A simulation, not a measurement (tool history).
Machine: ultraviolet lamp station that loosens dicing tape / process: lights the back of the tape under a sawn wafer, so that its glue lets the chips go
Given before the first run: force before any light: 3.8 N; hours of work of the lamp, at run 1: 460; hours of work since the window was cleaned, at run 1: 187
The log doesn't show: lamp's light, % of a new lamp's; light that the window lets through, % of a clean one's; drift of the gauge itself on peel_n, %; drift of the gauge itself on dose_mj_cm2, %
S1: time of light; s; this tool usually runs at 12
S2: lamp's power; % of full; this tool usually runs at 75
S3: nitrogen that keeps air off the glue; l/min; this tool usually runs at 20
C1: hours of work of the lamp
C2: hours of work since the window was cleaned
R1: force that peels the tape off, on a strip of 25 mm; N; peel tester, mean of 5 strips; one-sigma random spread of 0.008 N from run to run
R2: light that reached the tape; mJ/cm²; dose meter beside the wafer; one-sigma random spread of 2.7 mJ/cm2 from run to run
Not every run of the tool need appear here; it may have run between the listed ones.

run 1 day=0.000 | S1=12 S2=75 S3=20 | C1=460 C2=187 | R1=0.531 R2=283
run 2 day=0.767 | S1=12 S2=77 S3=20 | C1=474 C2=202 | R1=0.494 R2=287
run 3 day=1.496 | S1=12 S2=77 S3=20 | C1=488 C2=216 | R1=0.499 R2=278
-- day=1.721 window cleaned of glue's vapour
run 4 day=2.242 | S1=12 S2=77 S3=20 | C1=502 C2=10 | R1=0.630 R2=246
run 5 day=2.733 | S1=12 S2=77 S3=20 | C1=511 C2=19 | R1=0.667 R2=247
run 6 day=3.588 | S1=12 S2=77 S3=20 | C1=527 C2=35 | R1=0.623 R2=239
run 7 day=4.058 | S1=12 S2=77 S3=20 | C1=536 C2=44 | R1=0.643 R2=238
run 8 day=4.829 | S1=12 S2=77 S3=20 | C1=551 C2=59 | R1=0.688 R2=232
-- day=5.458 window cleaned of glue's vapour, once more
run 9 day=5.704 | S1=12 S2=64 S3=13 | C1=567 C2=5 | R1=0.782 R2=255
run 10 day=6.312 | S1=18 S2=61 S3=34 | C1=579 C2=16 | R1=0.225 R2=365
run 11 day=7.175 | S1=18 S2=61 S3=34 | C1=595 C2=33 | R1=0.235 R2=355
run 12 day=7.550 | S1=15 S2=80 S3=20 | C1=602 C2=40 | R1=0.272 R2=383
run 13 day=8.208 | S1=12 S2=62 S3=20 | C1=615 C2=52 | R1=0.650 R2=239
run 14 day=8.733 | S1=12 S2=62 S3=20 | C1=625 C2=62 | R1=0.700 R2=231

Below are 3 alternative next runs, each starting from the tool's condition after run 14. Predict each:
run A day=9.162 | S1=17 S2=75 S3=8 | C1=633 C2=70 | R1=? R2=?
run B day=9.162 | S1=12 S2=64 S3=11 | C1=633 C2=70 | R1=? R2=?
run C day=9.162 | S1=12 S2=62 S3=36 | C1=633 C2=70 | R1=? R2=?

run=A R1=0.568 R2=398
run=B R1=0.962 R2=234
run=C R1=0.479 R2=228
With the hidden condition removed and each run's random variation left untouched, the same runs would have given:
run=A R1=0.347 R2=524
run=B R1=0.645 R2=309
run=C R1=0.289 R2=301
